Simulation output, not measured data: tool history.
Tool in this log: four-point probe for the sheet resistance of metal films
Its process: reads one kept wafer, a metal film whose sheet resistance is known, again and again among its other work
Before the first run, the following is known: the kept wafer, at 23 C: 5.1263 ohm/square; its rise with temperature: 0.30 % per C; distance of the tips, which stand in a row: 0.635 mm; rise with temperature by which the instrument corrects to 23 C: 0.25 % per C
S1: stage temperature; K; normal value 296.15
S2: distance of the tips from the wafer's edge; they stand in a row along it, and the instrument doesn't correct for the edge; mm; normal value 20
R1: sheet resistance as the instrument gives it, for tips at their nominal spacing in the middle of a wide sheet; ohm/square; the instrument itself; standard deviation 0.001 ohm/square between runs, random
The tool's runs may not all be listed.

{"run": 1, "hour": 0.0, "S1": 296.15, "S2": 20, "R1": 5.130901}
{"run": 2, "hour": 11.9, "S1": 305.15, "S2": 20, "R1": 5.151281}
{"run": 3, "hour": 34.4, "S1": 305.15, "S2": 20, "R1": 5.149614}
{"run": 4, "hour": 52.2, "S1": 296.15, "S2": 24, "R1": 5.128205}
{"run": 5, "hour": 69.3, "S1": 296.15, "S2": 20, "R1": 5.129814}
{"run": 6, "hour": 87.3, "S1": 296.15, "S2": 20, "R1": 5.129106}
{"run": 7, "hour": 105.3, "S1": 296.15, "S2": 20, "R1": 5.12906}
{"run": 8, "hour": 125.7, "S1": 296.15, "S2": 54, "R1": 5.125874}
{"run": 9, "hour": 142.0, "S1": 296.15, "S2": 54, "R1": 5.128337}
{"run": 10, "hour": 158.6, "S1": 296.15, "S2": 54, "R1": 5.126515}
{"hour": 162.2, "done": "stage's thermometer calibrated"}
{"run": 11, "hour": 173.2, "S1": 298.15, "S2": 20, "R1": 5.134595}
{"run": 12, "hour": 195.8, "S1": 298.15, "S2": 29, "R1": 5.132941}
{"run": 13, "hour": 217.3, "S1": 298.15, "S2": 29, "R1": 5.131184}
{"run": 14, "hour": 234.8, "S1": 298.15, "S2": 29, "R1": 5.132761}
{"run": 15, "hour": 257.9, "S1": 291.15, "S2": 29, "R1": 5.11366}
{"run": 16, "hour": 279.6, "S1": 302.15, "S2": 4, "R1": 5.209397}
{"run": 17, "hour": 296.2, "S1": 291.15, "S2": 27, "R1": 5.115727}
{"run": 18, "hour": 316.6, "S1": 308.15, "S2": 17, "R1": 5.158554}
{"run": 19, "hour": 327.2, "S1": 308.15, "S2": 17, "R1": 5.159509}
{"run": 20, "hour": 342.8, "S1": 308.15, "S2": 17, "R1": 5.159626}
{"run": 21, "hour": 360.2, "S1": 308.15, "S2": 17, "R1": 5.159089}

Predict each of these 5 candidate next runs independently; none follows another, all start after run 21:
{"run": "A", "hour": 374.9, "S1": 304.15, "S2": 47, "R1": "?"}
{"run": "B", "hour": 374.9, "S1": 295.15, "S2": 7, "R1": "?"}
{"run": "C", "hour": 374.9, "S1": 297.15, "S2": 19, "R1": "?"}
{"run": "D", "hour": 374.9, "S1": 292.15, "S2": 17, "R1": "?"}
{"run": "E", "hour": 374.9, "S1": 298.15, "S2": 57, "R1": "?"}

run=A R1=5.146542
run=B R1=5.147141
run=C R1=5.132209
run=D R1=5.120619
run=E R1=5.131633
Stripped of hidden state, with their random variation kept, the same runs would have yielded:
run=A R1=5.146462
run=B R1=5.147061
run=C R1=5.132129
run=D R1=5.120539
run=E R1=5.131553
